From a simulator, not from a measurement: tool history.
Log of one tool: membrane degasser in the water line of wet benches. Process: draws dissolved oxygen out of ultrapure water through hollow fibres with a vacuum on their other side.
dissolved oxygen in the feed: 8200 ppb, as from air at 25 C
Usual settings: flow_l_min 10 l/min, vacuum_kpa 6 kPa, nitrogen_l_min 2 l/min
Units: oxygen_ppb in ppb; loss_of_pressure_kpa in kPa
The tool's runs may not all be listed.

run,hour,flow_l_min,vacuum_kpa,nitrogen_l_min,oxygen_ppb,loss_of_pressure_kpa
1,0,10,6,2,49.2,46.31
2,41.6,10,6,2,50,45.85
3,81.6,10,6,2,49.1,45.52
4,119.1,10,6,2,49.6,45.92
5,141.8,10,6,2,49.6,45.82
6,172.2,10,6,2,49.7,45.86
7,201.9,10,6,2,49.8,45.95
8,236.5,10,6,2,51,45.72
9,280.3,10,6,2,50.4,46.01
10,301.5,8,6,2,37.1,36.7
11,330.2,12,6,2,65.6,55.21
12,376.2,12,6,2,63.1,55.14
13,415.7,12,12.37,2,156.6,54.85
14,436,10,6,1.27,68.8,45.9
15,469.3,10,6,1.27,69.3,45.68
16,507.5,8,6,2,37.1,36.99
17,529.4,14,11.58,2,170,64.55
18,557.4,10,14.09,0.95,285.8,46.28
19,581.3,10,14.09,0.95,281.5,46.13
20,604.2,8,14.09,1.54,147.7,36.62
21,632.1,8,14.09,1.54,146,37.04
22,674.9,12,6,2.76,53.4,55.47
23,715.3,12,6,2.76,53.4,54.95
24,763.2,12,6,2.76,53.6,55.05
25,809.9,12,11.27,3.13,100.1,55.64
26,839.8,7,6.43,1.21,53,32.24
27,885.6,7,6.43,1.21,52.7,32.02
28,906.9,15,6.43,1.75,104.6,69.21
29,931.3,7,7.55,0.87,92.4,32.39
30,962.5,7,7.55,0.87,93.6,32.22
31,990.6,14,5.13,0.87,105.9,64.89
32,1029.1,14,11.41,0.87,331.3,64.48

3 ways to go on from here, each from the tool as it stands after run 32. What would each give?
A,1072,10,4.27,0.87,?,?
B,1072,9,6.09,1.64,?,?
C,1072,10,3.77,2,?,?

run,oxygen_ppb,loss_of_pressure_kpa
A,46.5,46.07
B,53.2,41.69
C,22.7,46.05
Without the tool's hidden state the same runs would have given:
run,oxygen_ppb,loss_of_pressure_kpa
A,42.5,45.32
B,50.2,41.01
C,20.2,45.31

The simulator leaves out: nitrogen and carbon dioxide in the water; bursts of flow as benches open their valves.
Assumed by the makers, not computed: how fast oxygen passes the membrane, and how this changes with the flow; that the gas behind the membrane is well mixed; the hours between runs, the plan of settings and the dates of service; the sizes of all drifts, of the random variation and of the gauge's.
